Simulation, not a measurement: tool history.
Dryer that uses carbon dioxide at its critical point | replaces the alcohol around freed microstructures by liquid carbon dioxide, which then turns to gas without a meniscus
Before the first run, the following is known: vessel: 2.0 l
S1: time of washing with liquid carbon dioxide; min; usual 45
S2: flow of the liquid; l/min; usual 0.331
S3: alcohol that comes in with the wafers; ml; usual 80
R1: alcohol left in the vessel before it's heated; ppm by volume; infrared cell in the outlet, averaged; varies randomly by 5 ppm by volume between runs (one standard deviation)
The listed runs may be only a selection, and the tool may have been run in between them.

| run | hour | S1 | S2 | S3 | R1 |
|---|---|---|---|---|---|
| 1 | 0 | 45 | 0.331 | 80 | 157 |
| 2 | 30.9 | 45 | 0.331 | 80 | 155 |
|  | 86.9 | inlet filter changed |
| 3 | 87.3 | 45 | 0.249 | 80 | 240 |
| 4 | 129.7 | 38 | 0.249 | 80 | 492 |
| 5 | 181.4 | 38 | 0.249 | 80 | 518 |
| 6 | 240.6 | 30 | 0.331 | 80 | 498 |
| 7 | 272.3 | 45 | 0.331 | 80 | 153 |
| 8 | 315.7 | 45 | 0.331 | 80 | 174 |
| 9 | 343.2 | 53 | 0.331 | 80 | 154 |
| 10 | 397.6 | 45 | 0.331 | 38 | 161 |
| 11 | 451 | 45 | 0.331 | 38 | 174 |
| 12 | 490.9 | 65 | 0.331 | 80 | 159 |
| 13 | 517.4 | 45 | 0.235 | 80 | 527 |
| 14 | 543.1 | 45 | 0.219 | 80 | 706 |
| 15 | 585.7 | 45 | 0.331 | 80 | 237 |
| 16 | 610.3 | 45 | 0.331 | 80 | 254 |
| 17 | 649.2 | 45 | 0.331 | 80 | 258 |
|  | 675.3 | inlet filter changed |
| 18 | 682.2 | 45 | 0.331 | 80 | 206 |
| 19 | 732.9 | 47 | 0.331 | 80 | 202 |
| 20 | 779.2 | 45 | 0.331 | 80 | 226 |
| 21 | 812.7 | 45 | 0.331 | 80 | 239 |
| 22 | 837.3 | 45 | 0.331 | 80 | 252 |
| 23 | 872.7 | 45 | 0.331 | 64 | 257 |
| 24 | 915.7 | 33 | 0.331 | 20 | 296 |
| 25 | 973.2 | 47 | 0.552 | 104 | 236 |
| 26 | 1024.1 | 35 | 0.445 | 59 | 265 |
|  | 1065.5 | purifier's bed changed |
| 27 | 1065.5 | 66 | 0.27 | 28 | 13 |
| 28 | 1113 | 70 | 0.331 | 26 | 11 |
| 29 | 1172.1 | 45 | 0.331 | 26 | 53 |
| 30 | 1208.6 | 62 | 0.296 | 21 | 28 |
| 31 | 1233.3 | 38 | 0.331 | 83 | 236 |
|  | 1267.9 | inlet filter changed |
| 32 | 1291.1 | 38 | 0.331 | 83 | 147 |
| 33 | 1335.3 | 38 | 0.331 | 83 | 134 |
| 34 | 1393.9 | 38 | 0.331 | 83 | 164 |
| 35 | 1438.9 | 59 | 0.408 | 71 | 71 |
| 36 | 1467.9 | 59 | 0.408 | 71 | 78 |
| 37 | 1514.2 | 59 | 0.361 | 108 | 81 |
| 38 | 1570.4 | 59 | 0.361 | 108 | 85 |
| 39 | 1609.2 | 34 | 0.378 | 80 | 225 |
| 40 | 1650.2 | 37 | 0.296 | 110 | 527 |
| 41 | 1678.1 | 60 | 0.245 | 110 | 187 |
| 42 | 1723.9 | 60 | 0.245 | 110 | 199 |
| 43 | 1759.2 | 60 | 0.245 | 110 | 207 |
| 44 | 1796.1 | 60 | 0.245 | 110 | 215 |
| 45 | 1833.5 | 63 | 0.245 | 58 | 171 |
|  | 1857.5 | inlet filter changed |
| 46 | 1889.5 | 63 | 0.245 | 58 | 151 |

Forecast each of these 5 alternatives for the next run:
| A | 1929.3 | 38 | 0.202 | 102 | ? |
| B | 1929.3 | 45 | 0.331 | 21 | ? |
| C | 1929.3 | 27 | 0.49 | 28 | ? |
| D | 1929.3 | 63 | 0.52 | 55 | ? |
| E | 1929.3 | 62 | 0.23 | 22 | ? |

| run | R1 |
|---|---|
| A | 1380 |
| B | 155 |
| C | 175 |
| D | 150 |
| E | 157 |
With the hidden condition removed and each run's random variation left untouched, the same runs would have given:
| run | R1 |
|---|---|
| A | 1121 |
| B | 12 |
| C | 29 |
| D | 7 |
| E | 18 |

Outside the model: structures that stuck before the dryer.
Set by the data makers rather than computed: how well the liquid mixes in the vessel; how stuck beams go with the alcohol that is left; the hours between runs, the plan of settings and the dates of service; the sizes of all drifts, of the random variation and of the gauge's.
